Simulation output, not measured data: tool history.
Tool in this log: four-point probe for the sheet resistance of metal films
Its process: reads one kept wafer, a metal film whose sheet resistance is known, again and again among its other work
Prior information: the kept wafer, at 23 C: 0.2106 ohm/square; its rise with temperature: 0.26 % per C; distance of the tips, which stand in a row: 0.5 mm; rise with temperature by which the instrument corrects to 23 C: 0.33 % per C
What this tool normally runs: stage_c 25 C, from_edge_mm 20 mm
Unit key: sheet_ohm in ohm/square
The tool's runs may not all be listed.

run 1 hour=0.0 | stage_c=25 from_edge_mm=20 | sheet_ohm=0.209926
run 2 hour=14.3 | stage_c=25 from_edge_mm=20 | sheet_ohm=0.209996
run 3 hour=26.1 | stage_c=25 from_edge_mm=20 | sheet_ohm=0.209921
run 4 hour=41.2 | stage_c=25 from_edge_mm=20 | sheet_ohm=0.209873
run 5 hour=49.1 | stage_c=25 from_edge_mm=20 | sheet_ohm=0.209958
run 6 hour=60.6 | stage_c=26 from_edge_mm=20 | sheet_ohm=0.209871
run 7 hour=73.8 | stage_c=26 from_edge_mm=6 | sheet_ohm=0.210499
run 8 hour=83.7 | stage_c=26 from_edge_mm=6 | sheet_ohm=0.210471
run 9 hour=100.8 | stage_c=25 from_edge_mm=20 | sheet_ohm=0.209970
run 10 hour=107.8 | stage_c=25 from_edge_mm=20 | sheet_ohm=0.210036
run 11 hour=115.3 | stage_c=30 from_edge_mm=20 | sheet_ohm=0.209190
run 12 hour=124.0 | stage_c=30 from_edge_mm=20 | sheet_ohm=0.209245
run 13 hour=135.3 | stage_c=30 from_edge_mm=20 | sheet_ohm=0.209247
run 14 hour=150.1 | stage_c=18 from_edge_mm=20 | sheet_ohm=0.211097
run 15 hour=167.0 | stage_c=18 from_edge_mm=20 | sheet_ohm=0.211006
run 16 hour=174.2 | stage_c=25 from_edge_mm=20 | sheet_ohm=0.209906
run 17 hour=181.2 | stage_c=25 from_edge_mm=20 | sheet_ohm=0.209966
run 18 hour=197.3 | stage_c=25 from_edge_mm=20 | sheet_ohm=0.209965
run 19 hour=207.9 | stage_c=20 from_edge_mm=20 | sheet_ohm=0.210773
run 20 hour=215.8 | stage_c=28 from_edge_mm=20 | sheet_ohm=0.209482
run 21 hour=233.0 | stage_c=28 from_edge_mm=20 | sheet_ohm=0.209512
run 22 hour=242.8 | stage_c=25 from_edge_mm=20 | sheet_ohm=0.209961
run 23 hour=254.7 | stage_c=25 from_edge_mm=20 | sheet_ohm=0.209991
run 24 hour=267.5 | stage_c=25 from_edge_mm=20 | sheet_ohm=0.209995
run 25 hour=278.0 | stage_c=25 from_edge_mm=20 | sheet_ohm=0.209951
run 26 hour=292.2 | stage_c=25 from_edge_mm=20 | sheet_ohm=0.210026
run 27 hour=308.8 | stage_c=25 from_edge_mm=20 | sheet_ohm=0.209984
run 28 hour=317.3 | stage_c=25 from_edge_mm=28 | sheet_ohm=0.209970
-- hour=319.3 stage's thermometer calibrated
run 29 hour=331.4 | stage_c=26 from_edge_mm=20 | sheet_ohm=0.209751
run 30 hour=346.9 | stage_c=26 from_edge_mm=20 | sheet_ohm=0.209765
run 31 hour=355.2 | stage_c=30 from_edge_mm=32 | sheet_ohm=0.209170
run 32 hour=368.4 | stage_c=30 from_edge_mm=32 | sheet_ohm=0.209173
run 33 hour=383.7 | stage_c=18 from_edge_mm=74 | sheet_ohm=0.210999
run 34 hour=397.7 | stage_c=18 from_edge_mm=74 | sheet_ohm=0.210942
-- hour=402.4 stage's thermometer calibrated, once more
run 35 hour=409.0 | stage_c=28 from_edge_mm=71 | sheet_ohm=0.209544
run 36 hour=420.9 | stage_c=33 from_edge_mm=14 | sheet_ohm=0.208935
run 37 hour=438.0 | stage_c=33 from_edge_mm=14 | sheet_ohm=0.208963
run 38 hour=453.5 | stage_c=32 from_edge_mm=11 | sheet_ohm=0.209200

Run 39 is up next; what results do you expect?
run 39 hour=461.2 | stage_c=29 from_edge_mm=20 | sheet_ohm=?

sheet_ohm: 0.209442 ohm/square
With the hidden condition absent and the run-to-run variation left alone, this run would have shown sheet_ohm 0.209721 ohm/square.

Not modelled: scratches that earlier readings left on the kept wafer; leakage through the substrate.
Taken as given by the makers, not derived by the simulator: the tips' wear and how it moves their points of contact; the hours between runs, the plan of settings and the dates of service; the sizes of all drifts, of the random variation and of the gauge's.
